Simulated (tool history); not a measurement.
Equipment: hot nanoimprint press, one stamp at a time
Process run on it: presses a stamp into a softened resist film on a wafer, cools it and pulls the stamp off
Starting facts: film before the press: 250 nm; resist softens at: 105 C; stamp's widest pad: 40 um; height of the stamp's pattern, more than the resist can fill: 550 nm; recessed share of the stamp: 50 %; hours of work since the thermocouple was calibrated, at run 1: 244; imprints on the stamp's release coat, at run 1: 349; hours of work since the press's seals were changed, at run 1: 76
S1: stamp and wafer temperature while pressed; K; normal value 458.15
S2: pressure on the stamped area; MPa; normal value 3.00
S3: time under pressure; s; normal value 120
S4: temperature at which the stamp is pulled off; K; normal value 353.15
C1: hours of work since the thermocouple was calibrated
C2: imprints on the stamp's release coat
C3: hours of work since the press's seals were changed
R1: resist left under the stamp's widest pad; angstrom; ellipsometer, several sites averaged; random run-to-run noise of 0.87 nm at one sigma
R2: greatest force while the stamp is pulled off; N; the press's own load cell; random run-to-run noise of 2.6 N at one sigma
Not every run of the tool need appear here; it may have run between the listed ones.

| run | day | S1 | S2 | S3 | S4 | C1 | C2 | C3 | R1 | R2 |
|---|---|---|---|---|---|---|---|---|---|---|
| 1 | 0.000 | 458.15 | 3.00 | 120 | 353.15 | 244 | 349 | 76 | 1222 | 157 |
| 2 | 0.554 | 458.15 | 3.00 | 120 | 353.15 | 251 | 388 | 82 | 1214 | 154 |
| 3 | 1.133 | 461.15 | 3.00 | 120 | 353.15 | 257 | 428 | 89 | 1134 | 155 |
| 4 | 1.646 | 461.15 | 3.00 | 120 | 353.15 | 263 | 463 | 95 | 1143 | 155 |
| 5 | 2.017 | 461.15 | 3.00 | 120 | 353.15 | 267 | 489 | 99 | 1134 | 158 |
| 6 | 2.596 | 459.15 | 3.00 | 120 | 353.15 | 274 | 529 | 106 | 1205 | 160 |
| 7 | 3.146 | 459.15 | 3.00 | 120 | 353.15 | 280 | 567 | 112 | 1189 | 153 |
| 8 | 3.708 | 459.15 | 3.00 | 120 | 353.15 | 287 | 605 | 118 | 1194 | 159 |
| 9 | 3.958 | 459.15 | 3.00 | 120 | 353.15 | 290 | 623 | 121 | 1191 | 165 |
| 10 | 4.425 | 459.15 | 3.00 | 120 | 353.15 | 295 | 655 | 127 | 1205 | 159 |
| 11 | 4.833 | 459.15 | 3.00 | 120 | 353.15 | 300 | 683 | 131 | 1204 | 165 |
| 12 | 5.071 | 459.15 | 3.00 | 120 | 353.15 | 302 | 699 | 134 | 1205 | 166 |
| 13 | 5.521 | 459.15 | 3.00 | 120 | 353.15 | 308 | 731 | 139 | 1213 | 170 |
| 14 | 5.850 | 459.15 | 3.00 | 120 | 353.15 | 311 | 753 | 143 | 1204 | 168 |
| 15 | 6.221 | 459.15 | 3.00 | 120 | 353.15 | 315 | 779 | 147 | 1191 | 166 |
|  | 6.554 | stamp cleaned and given a new release coat |
| 16 | 7.017 | 467.15 | 3.19 | 120 | 346.15 | 322 | 32 | 153 | 946 | 174 |
| 17 | 7.492 | 467.15 | 3.19 | 120 | 346.15 | 327 | 64 | 159 | 932 | 174 |
| 18 | 8.004 | 464.15 | 2.76 | 190 | 360.15 | 333 | 100 | 165 | 943 | 128 |
| 19 | 8.250 | 450.15 | 3.00 | 120 | 347.15 | 336 | 117 | 167 | 1523 | 168 |
| 20 | 8.762 | 460.15 | 3.02 | 104 | 359.15 | 342 | 152 | 173 | 1248 | 133 |
| 21 | 9.033 | 460.15 | 4.72 | 181 | 359.15 | 345 | 171 | 176 | 804 | 128 |
| 22 | 9.538 | 458.15 | 3.00 | 120 | 346.15 | 351 | 206 | 182 | 1236 | 187 |
| 23 | 9.896 | 458.15 | 3.00 | 120 | 346.15 | 355 | 231 | 186 | 1251 | 177 |
| 24 | 10.346 | 464.15 | 3.00 | 120 | 349.15 | 360 | 262 | 191 | 1063 | 170 |
| 25 | 10.633 | 451.15 | 4.38 | 88 | 349.15 | 363 | 282 | 195 | 1370 | 170 |
| 26 | 11.129 | 462.15 | 4.38 | 88 | 359.15 | 369 | 316 | 200 | 1017 | 132 |
| 27 | 11.612 | 466.15 | 3.77 | 217 | 339.15 | 374 | 349 | 206 | 725 | 210 |
| 28 | 11.958 | 467.15 | 3.63 | 217 | 339.15 | 378 | 373 | 210 | 711 | 212 |
| 29 | 12.467 | 467.15 | 3.63 | 217 | 339.15 | 384 | 408 | 216 | 717 | 209 |

4 options for the next run, each taken on its own from the tool as it stands now. Forecast them:
| A | 12.729 | 453.15 | 2.35 | 87 | 339.15 | 387 | 426 | 219 | ? | ? |
| B | 12.729 | 447.15 | 3.00 | 217 | 360.15 | 387 | 426 | 219 | ? | ? |
| C | 12.729 | 460.15 | 1.86 | 217 | 339.15 | 387 | 426 | 219 | ? | ? |
| D | 12.729 | 465.15 | 3.00 | 113 | 350.15 | 387 | 426 | 219 | ? | ? |

| run | R1 | R2 |
|---|---|---|
| A | 1725 | 209 |
| B | 1413 | 133 |
| C | 1248 | 209 |
| D | 1073 | 171 |
With the hidden condition removed and each run's random variation left untouched, the same runs would have given:
| run | R1 | R2 |
|---|---|---|
| A | 1645 | 191 |
| B | 1327 | 119 |
| C | 1179 | 191 |
| D | 1013 | 155 |
